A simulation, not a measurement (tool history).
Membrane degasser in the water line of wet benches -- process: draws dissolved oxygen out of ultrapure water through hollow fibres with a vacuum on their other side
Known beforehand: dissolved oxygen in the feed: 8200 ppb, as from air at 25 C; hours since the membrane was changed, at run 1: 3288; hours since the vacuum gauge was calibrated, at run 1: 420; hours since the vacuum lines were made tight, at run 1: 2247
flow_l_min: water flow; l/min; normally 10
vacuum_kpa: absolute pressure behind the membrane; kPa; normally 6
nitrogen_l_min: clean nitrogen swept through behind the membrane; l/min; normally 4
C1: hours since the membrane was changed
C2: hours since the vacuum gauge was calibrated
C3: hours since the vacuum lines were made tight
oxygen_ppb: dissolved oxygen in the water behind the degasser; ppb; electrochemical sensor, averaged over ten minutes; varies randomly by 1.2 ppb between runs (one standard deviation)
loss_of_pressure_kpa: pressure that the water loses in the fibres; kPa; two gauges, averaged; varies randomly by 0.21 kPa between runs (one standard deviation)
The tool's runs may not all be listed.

run 1 day=0 | flow_l_min=10 vacuum_kpa=6 nitrogen_l_min=4 | C1=3288 C2=420 C3=2247 | oxygen_ppb=113.5 loss_of_pressure_kpa=47.01
run 2 day=3.875 | flow_l_min=10 vacuum_kpa=6 nitrogen_l_min=4 | C1=3381 C2=513 C3=2340 | oxygen_ppb=113.7 loss_of_pressure_kpa=47.29
run 3 day=7.608 | flow_l_min=6 vacuum_kpa=6 nitrogen_l_min=4 | C1=3470 C2=602 C3=2430 | oxygen_ppb=33.7 loss_of_pressure_kpa=28.1
run 4 day=10.638 | flow_l_min=15 vacuum_kpa=6 nitrogen_l_min=4 | C1=3543 C2=675 C3=2502 | oxygen_ppb=261 loss_of_pressure_kpa=69.68
run 5 day=14.804 | flow_l_min=15 vacuum_kpa=6 nitrogen_l_min=4 | C1=3643 C2=775 C3=2602 | oxygen_ppb=260 loss_of_pressure_kpa=70.23
run 6 day=17.833 | flow_l_min=15 vacuum_kpa=6 nitrogen_l_min=4 | C1=3716 C2=848 C3=2675 | oxygen_ppb=265.3 loss_of_pressure_kpa=70.4
run 7 day=21.183 | flow_l_min=15 vacuum_kpa=6 nitrogen_l_min=4 | C1=3796 C2=928 C3=2755 | oxygen_ppb=262.2 loss_of_pressure_kpa=70.47
run 8 day=25.588 | flow_l_min=15 vacuum_kpa=6 nitrogen_l_min=4 | C1=3902 C2=1034 C3=2861 | oxygen_ppb=261 loss_of_pressure_kpa=70.34
run 9 day=28.662 | flow_l_min=15 vacuum_kpa=6 nitrogen_l_min=4 | C1=3975 C2=1108 C3=2935 | oxygen_ppb=263.4 loss_of_pressure_kpa=69.89
run 10 day=31.167 | flow_l_min=8 vacuum_kpa=6 nitrogen_l_min=6.85 | C1=4036 C2=1168 C3=2995 | oxygen_ppb=62.6 loss_of_pressure_kpa=37.11
run 11 day=35.458 | flow_l_min=8 vacuum_kpa=7.21 nitrogen_l_min=7.19 | C1=4139 C2=1271 C3=3098 | oxygen_ppb=64.8 loss_of_pressure_kpa=37.65
run 12 day=38.15 | flow_l_min=13 vacuum_kpa=5.12 nitrogen_l_min=9.14 | C1=4203 C2=1335 C3=3163 | oxygen_ppb=184.2 loss_of_pressure_kpa=60.73
run 13 day=40.283 | flow_l_min=10 vacuum_kpa=11.51 nitrogen_l_min=2.75 | C1=4254 C2=1387 C3=3214 | oxygen_ppb=173.3 loss_of_pressure_kpa=46.7
run 14 day=42.488 | flow_l_min=12 vacuum_kpa=5.51 nitrogen_l_min=4 | C1=4307 C2=1439 C3=3267 | oxygen_ppb=165.5 loss_of_pressure_kpa=55.52
run 15 day=46.354 | flow_l_min=10 vacuum_kpa=8.25 nitrogen_l_min=4 | C1=4400 C2=1532 C3=3359 | oxygen_ppb=129 loss_of_pressure_kpa=46.57
run 16 day=48.879 | flow_l_min=6 vacuum_kpa=10.87 nitrogen_l_min=4 | C1=4461 C2=1593 C3=3420 | oxygen_ppb=52.5 loss_of_pressure_kpa=27.83
run 17 day=51.054 | flow_l_min=6 vacuum_kpa=10.87 nitrogen_l_min=4 | C1=4513 C2=1645 C3=3472 | oxygen_ppb=50.8 loss_of_pressure_kpa=27.97
run 18 day=53.392 | flow_l_min=6 vacuum_kpa=10.87 nitrogen_l_min=4 | C1=4569 C2=1701 C3=3528 | oxygen_ppb=51.3 loss_of_pressure_kpa=27.75

5 ways to go on from here, each from the tool as it stands after run 18. What would each give?
run A day=57.5 | flow_l_min=7 vacuum_kpa=5.37 nitrogen_l_min=4 | C1=4668 C2=1800 C3=3627 | oxygen_ppb=? loss_of_pressure_kpa=?
run B day=57.5 | flow_l_min=9 vacuum_kpa=10.87 nitrogen_l_min=7.85 | C1=4668 C2=1800 C3=3627 | oxygen_ppb=? loss_of_pressure_kpa=?
run C day=57.5 | flow_l_min=13 vacuum_kpa=13.46 nitrogen_l_min=4 | C1=4668 C2=1800 C3=3627 | oxygen_ppb=? loss_of_pressure_kpa=?
run D day=57.5 | flow_l_min=13 vacuum_kpa=9.05 nitrogen_l_min=7.39 | C1=4668 C2=1800 C3=3627 | oxygen_ppb=? loss_of_pressure_kpa=?
run E day=57.5 | flow_l_min=10 vacuum_kpa=9.14 nitrogen_l_min=4 | C1=4668 C2=1800 C3=3627 | oxygen_ppb=? loss_of_pressure_kpa=?

run=A oxygen_ppb=45.6 loss_of_pressure_kpa=32.72
run=B oxygen_ppb=95.4 loss_of_pressure_kpa=41.82
run=C oxygen_ppb=255.8 loss_of_pressure_kpa=60.12
run=D oxygen_ppb=200.6 loss_of_pressure_kpa=60.51
run=E oxygen_ppb=129.7 loss_of_pressure_kpa=46.27
Had the tool no hidden state, the same runs would have come out as:
run=A oxygen_ppb=45.5 loss_of_pressure_kpa=33.16
run=B oxygen_ppb=95.2 loss_of_pressure_kpa=42.38
run=C oxygen_ppb=255.5 loss_of_pressure_kpa=60.93
run=D oxygen_ppb=200.4 loss_of_pressure_kpa=61.32
run=E oxygen_ppb=129.5 loss_of_pressure_kpa=46.89
